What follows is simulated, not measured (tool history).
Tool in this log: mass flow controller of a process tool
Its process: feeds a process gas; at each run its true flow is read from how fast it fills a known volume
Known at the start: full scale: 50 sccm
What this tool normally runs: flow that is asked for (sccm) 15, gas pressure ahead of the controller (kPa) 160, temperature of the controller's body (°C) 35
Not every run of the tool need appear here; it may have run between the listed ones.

run,hour,flow that is asked for (sccm),gas pressure ahead of the controller (kPa),temperature of the controller's body (°C),true flow (%)
1,0,15,160,35,98.28
2,395.4,15,160,27,98.68
3,747.5,15,160,27,98.72
4,1012.1,15,160,35,98.19
5,1408.8,15,160,35,98.3
6,1652.2,15,160,35,98.41
7,1975.3,15,160,35,98.39
8,2310.3,15,160,35,98.37
9,2578.3,11,160,35,98.29
10,3022.7,11,160,35,98.07
11,3397.6,11,160,35,98.36
# hour 3637.6: controller's zero set anew
12,3719.2,11,160,35,98.47
13,4048.5,15,160,35,98.52
14,4431.9,15,160,25,99.22
15,4863.5,15,160,39,98.43
16,5240.9,15,160,39,98.36
17,5751.4,15,160,30,98.98
18,6113.5,15,160,30,99.14
19,6381.3,15,160,30,99.04
20,6767.3,15,160,30,99.02
# hour 6987.3: controller exchanged for a calibrated one
21,7261.5,15,160,28,99.13
22,7677.4,15,160,35,98.7
23,8084.5,15,160,35,98.78
24,8418,15,160,35,98.89
25,8769.8,15,247,31,98.82
26,9101.9,15,264,27,98.96
27,9325.9,15,264,27,98.99
28,9730,15,264,27,99.07
29,10164.4,15,264,27,99.23
30,10400.4,15,209,21,99.55
31,10930.6,15,176,34,99
32,11319.3,11,149,32,99.08
33,11661.6,11,149,32,99.07
34,11918.7,22,159,32,99.54
35,12211.4,22,159,32,99.61
36,12454.2,15,181,29,99.38
37,12943,17,242,28,99.38
# hour 13363.3: controller's zero set anew
38,13366.2,17,241,35,99.02
39,13755.7,15,230,35,98.91
40,14158.6,13,253,35,98.97
# hour 14549.6: gauge calibrated
41,14649.5,13,253,35,97.86
42,15112.1,13,253,35,98.02
43,15499.9,15,160,21,99.01
44,15882,50,230,33,99.5
45,16139.4,50,230,33,99.62
46,16364.1,50,230,33,99.65
47,16702.2,26,230,34,98.79

5 options for the next run, each taken on its own from the tool as it stands now. Forecast them:
A,16918.3,26,259,34,?
B,16918.3,9,225,25,?
C,16918.3,15,160,31,?
D,16918.3,26,166,34,?
E,16918.3,15,142,35,?

run,true flow (%)
A,98.64
B,98.55
C,98.51
D,98.95
E,98.38
Without the tool's hidden state the same runs would have given:
run,true flow (%)
A,98.44
B,98.37
C,98.32
D,98.75
E,98.19
